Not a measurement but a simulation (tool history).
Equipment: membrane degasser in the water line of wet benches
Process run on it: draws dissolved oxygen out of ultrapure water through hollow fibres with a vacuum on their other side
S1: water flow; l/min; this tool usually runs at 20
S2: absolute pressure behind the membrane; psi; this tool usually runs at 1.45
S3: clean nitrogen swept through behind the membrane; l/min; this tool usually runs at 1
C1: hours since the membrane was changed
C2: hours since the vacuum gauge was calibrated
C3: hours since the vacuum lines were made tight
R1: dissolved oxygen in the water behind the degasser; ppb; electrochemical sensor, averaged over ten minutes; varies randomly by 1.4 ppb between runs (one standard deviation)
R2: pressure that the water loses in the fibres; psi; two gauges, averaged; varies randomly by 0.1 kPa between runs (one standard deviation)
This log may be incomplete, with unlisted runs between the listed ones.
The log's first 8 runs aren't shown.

| run | hour | S1 | S2 | S3 | C1 | C2 | C3 | R1 | R2 |
|---|---|---|---|---|---|---|---|---|---|
| 9 | 938.1 | 28 | 1.32 | 1 | 5974 | 5527 | 4755 | 514 | 5.613 |
| 10 | 1065 | 28 | 1.32 | 1 | 6100 | 5654 | 4882 | 517.2 | 5.559 |
|  | 1077.6 | vacuum gauge calibrated |
| 11 | 1180.2 | 14 | 1.45 | 1 | 6215 | 103 | 4996 | 226.6 | 2.777 |
| 12 | 1340.5 | 14 | 1.45 | 1 | 6376 | 263 | 5157 | 228.8 | 2.795 |
| 13 | 1493.3 | 20 | 1.45 | 0.92 | 6528 | 416 | 5309 | 368 | 3.987 |
|  | 1513.1 | vacuum gauge calibrated, once more |
| 14 | 1663.9 | 20 | 1.45 | 0.92 | 6698 | 151 | 5480 | 366.2 | 3.99 |
| 15 | 1744.1 | 20 | 1.45 | 0.92 | 6779 | 231 | 5560 | 365.3 | 4.01 |
| 16 | 1836.6 | 31 | 1.45 | 0.92 | 6871 | 323 | 5652 | 689.5 | 6.174 |
| 17 | 1972.1 | 16 | 1.45 | 1 | 7007 | 459 | 5788 | 260.6 | 3.198 |
| 18 | 2116.6 | 27 | 2.99 | 1 | 7151 | 603 | 5932 | 1046.5 | 5.381 |
| 19 | 2245.6 | 18 | 2.6 | 0.69 | 7280 | 732 | 6061 | 796.4 | 3.611 |
| 20 | 2327.3 | 15 | 1.94 | 0.73 | 7362 | 814 | 6143 | 463.9 | 3.004 |
| 21 | 2500.4 | 20 | 1.45 | 0.55 | 7535 | 987 | 6316 | 529.8 | 4.012 |
| 22 | 2635.2 | 20 | 1.45 | 0.41 | 7670 | 1122 | 6451 | 644.6 | 3.991 |
| 23 | 2758 | 20 | 1.45 | 0.41 | 7792 | 1245 | 6574 | 640.8 | 4.009 |
| 24 | 2829.9 | 20 | 1.45 | 0.41 | 7864 | 1317 | 6646 | 645.6 | 4.015 |
| 25 | 2991 | 28 | 1.62 | 1.86 | 8026 | 1478 | 6807 | 455 | 5.616 |
| 26 | 3094.8 | 28 | 1.62 | 1.86 | 8129 | 1582 | 6910 | 451.2 | 5.635 |
| 27 | 3253.3 | 25 | 1.45 | 0.54 | 8288 | 1740 | 7069 | 687.6 | 5.027 |
| 28 | 3340.8 | 23 | 2.36 | 1 | 8375 | 1828 | 7156 | 711 | 4.644 |
| 29 | 3411.7 | 23 | 2.28 | 0.85 | 8446 | 1899 | 7227 | 767.5 | 4.635 |
| 30 | 3483.6 | 23 | 2.93 | 1 | 8518 | 1971 | 7299 | 874 | 4.644 |
| 31 | 3639.7 | 30 | 2.93 | 0.64 | 8674 | 2127 | 7455 | 1526 | 6.031 |
| 32 | 3716.7 | 15 | 1.45 | 1.41 | 8751 | 2204 | 7532 | 185.7 | 3.021 |

3 options for the next run, each taken on its own from the tool as it stands now. Forecast them:
| A | 3829 | 15 | 1.45 | 1.82 | 8864 | 2316 | 7645 | ? | ? |
| B | 3829 | 20 | 0.93 | 1 | 8864 | 2316 | 7645 | ? | ? |
| C | 3829 | 20 | 2.44 | 2.61 | 8864 | 2316 | 7645 | ? | ? |

| run | R1 | R2 |
|---|---|---|
| A | 149.2 | 3.043 |
| B | 196.1 | 4.036 |
| C | 299.9 | 4.007 |
With no hidden state in the tool, these same runs would have given:
| run | R1 | R2 |
|---|---|---|
| A | 142 | 2.941 |
| B | 184.9 | 3.9 |
| C | 285.1 | 3.871 |

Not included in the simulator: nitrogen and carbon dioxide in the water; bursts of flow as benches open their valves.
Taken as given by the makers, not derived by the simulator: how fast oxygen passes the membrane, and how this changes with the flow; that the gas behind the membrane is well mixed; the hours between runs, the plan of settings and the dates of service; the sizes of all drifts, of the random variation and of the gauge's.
